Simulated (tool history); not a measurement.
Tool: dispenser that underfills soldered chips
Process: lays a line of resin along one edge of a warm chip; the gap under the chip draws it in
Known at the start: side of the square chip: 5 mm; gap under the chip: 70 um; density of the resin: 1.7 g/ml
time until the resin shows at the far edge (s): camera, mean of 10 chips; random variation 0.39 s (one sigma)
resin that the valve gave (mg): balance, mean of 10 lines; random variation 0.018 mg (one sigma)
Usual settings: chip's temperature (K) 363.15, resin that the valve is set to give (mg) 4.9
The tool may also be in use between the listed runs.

run,day,chip's temperature (K),resin that the valve is set to give (mg),time until the resin shows at the far edge (s),resin that the valve gave (mg)
1,0,363.15,4.9,31.1,4.91
# day 0.308: new syringe of resin
2,0.429,363.15,5.01,27.8,5
# day 0.912: new syringe of resin
3,0.917,363.15,4.99,26.6,4.95
4,1.196,363.15,4.99,31.8,4.91
5,1.471,363.15,4.99,39.1,4.9
# day 1.525: new syringe of resin
6,1.825,363.15,4.99,31.6,4.86
7,2.083,363.15,4.99,38.3,4.89
# day 2.133: new syringe of resin
8,2.583,363.15,4.99,35.3,4.84
# day 2.725: new syringe of resin
9,3.033,367.15,4.9,27,4.75
# day 3.304: new syringe of resin
10,3.533,367.15,4.9,26,4.71
# day 3.888: new syringe of resin
11,4.029,367.15,4.9,24.2,4.69
# day 4.471: new syringe of resin
12,4.5,367.15,4.9,22.3,4.66
# day 4.575: dispensing valve cleaned and set on the balance
13,4.933,371.15,4.9,25.5,4.86
# day 5.096: new syringe of resin
14,5.467,377.15,4.84,19.4,4.79
# day 5.675: new syringe of resin
15,5.996,354.15,6.08,47.4,5.98
# day 6.271: new syringe of resin
16,6.529,354.15,6.08,46.1,5.97
# day 6.879: new syringe of resin
17,7.033,374.15,5.11,18.3,4.98
18,7.383,374.15,5.11,23.1,4.99
# day 7.454: new syringe of resin
19,7.846,352.15,5.29,55.5,5.16
# day 8.05: new syringe of resin
20,8.379,350.15,4.27,59.9,4.12
# day 8.629: new syringe of resin
21,8.812,361.15,5.27,33.2,5.02

Some steps in time until the resin shows at the far edge (s) between neighbouring runs. How much of each would the tool show without its hidden state too (settings, what came in, random variation), and how much is left for the hidden state, with any gauge scatter that isn't in both results?
The hidden state here: resin's viscosity, % of fresh resin's; dose that the valve gives, % of what is set; true chip temperature over the reading, C; drift of the gauge itself on fill_s, %; drift of the gauge itself on given_mg, %.
Run 14 -> 15: chip's temperature (K) 377.15 -> 354.15, resin that the valve is set to give (mg) 4.84 -> 6.08, new syringe of resin. time until the resin shows at the far edge (s) +28: hidden state +6.2, all else +21.8.
Run 18 -> 19: chip's temperature (K) 374.15 -> 352.15, resin that the valve is set to give (mg) 5.11 -> 5.29, new syringe of resin. time until the resin shows at the far edge (s) +32.4: hidden state +8.2, all else +24.2.
Run 20 -> 21: chip's temperature (K) 350.15 -> 361.15, resin that the valve is set to give (mg) 4.27 -> 5.27, new syringe of resin. time until the resin shows at the far edge (s) -26.7: hidden state -9.9, all else -16.8.
